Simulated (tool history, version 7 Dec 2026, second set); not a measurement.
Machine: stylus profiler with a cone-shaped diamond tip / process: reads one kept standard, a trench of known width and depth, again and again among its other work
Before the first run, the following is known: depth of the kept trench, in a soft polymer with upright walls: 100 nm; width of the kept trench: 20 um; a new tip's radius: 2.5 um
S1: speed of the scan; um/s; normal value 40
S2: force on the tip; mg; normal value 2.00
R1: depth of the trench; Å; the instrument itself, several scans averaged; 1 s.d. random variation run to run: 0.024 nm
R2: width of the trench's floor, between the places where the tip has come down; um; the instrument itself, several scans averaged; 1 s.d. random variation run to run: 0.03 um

run,hour,S1,S2,R1,R2
1,0.0,40,2.00,1013.3,18.19
2,60.6,40,2.00,1013.1,18.21
3,93.6,14,2.00,1013.7,18.33
4,149.7,14,2.00,1012.2,18.36
5,199.6,14,2.00,1013.1,18.27
6,265.0,14,2.00,1012.7,18.27
7,314.3,25,2.00,1011.9,18.14
8,386.6,25,2.00,1012.4,18.16
9,428.8,25,2.00,1012.2,18.13
10,504.2,25,2.00,1012.2,18.11
11,549.0,40,0.68,1005.6,17.86
12,604.4,40,0.68,1004.9,17.76
13,671.1,40,0.68,1005.2,17.78
14,708.7,40,2.00,1011.8,17.97
15,761.8,40,2.00,1011.4,17.95
16,824.9,78,2.00,1011.5,17.71
17,874.3,78,2.00,1011.6,17.61
18,907.2,78,2.00,1012.1,17.59
19,959.1,40,2.00,1013.3,18.34
20,998.6,40,2.00,1013.0,18.28
21,1037.2,40,2.00,1013.2,18.27
22,1097.4,40,2.00,1013.1,18.28
23,1151.2,66,2.00,1012.9,18.03
24,1201.6,82,0.79,1006.6,17.62
25,1277.4,65,3.27,1018.1,18.11
26,1349.6,40,2.32,1014.2,18.14
27,1402.3,19,4.54,1022.4,18.28
28,1444.9,19,4.54,1022.0,18.23
29,1491.4,57,0.94,1007.0,17.73
30,1561.7,83,3.00,1016.1,17.91
31,1592.7,51,2.62,1014.6,17.99
32,1664.7,40,1.13,1007.3,17.95
33,1706.0,37,4.67,1022.2,18.14
34,1780.3,155,5.69,1025.5,17.62
35,1823.8,53,3.11,1016.1,17.93
36,1878.8,53,3.11,1016.5,17.94
37,1938.1,53,3.11,1015.9,17.92
38,2009.0,48,1.76,1010.1,17.85
39,2066.6,82,1.71,1009.9,17.52
40,2116.6,144,1.19,1007.0,16.95
41,2170.8,40,0.71,1004.7,17.72
42,2238.5,40,1.28,1009.3,18.27
43,2277.7,142,1.34,1009.9,17.46
44,2342.3,13,5.37,1025.3,18.51
45,2391.6,44,5.69,1026.5,18.41

Not shown: 2 entries that the log had between the listed runs. Between which runs, and how does the tool's hidden state differ before and after?
In the gap between runs 18 and 19: new tip fitted, height scale calibrated (hour 923.0)
  radius of the tip, um: 4.37 -> 2.63; height scale over the true one, %: -0.217 -> -0.023
  measured less the result without the state, R1: -2.2 -> -0.2 Å; R2: -0.46 -> -0.04 um
In the gap between runs 41 and 42: new tip fitted, height scale calibrated (hour 2188.0)
  radius of the tip, um: 4.55 -> 2.5; height scale over the true one, %: -0.274 -> -0.08
  measured less the result without the state, R1: -2.7 -> -0.8 Å; R2: -0.49 -> +0.00 um
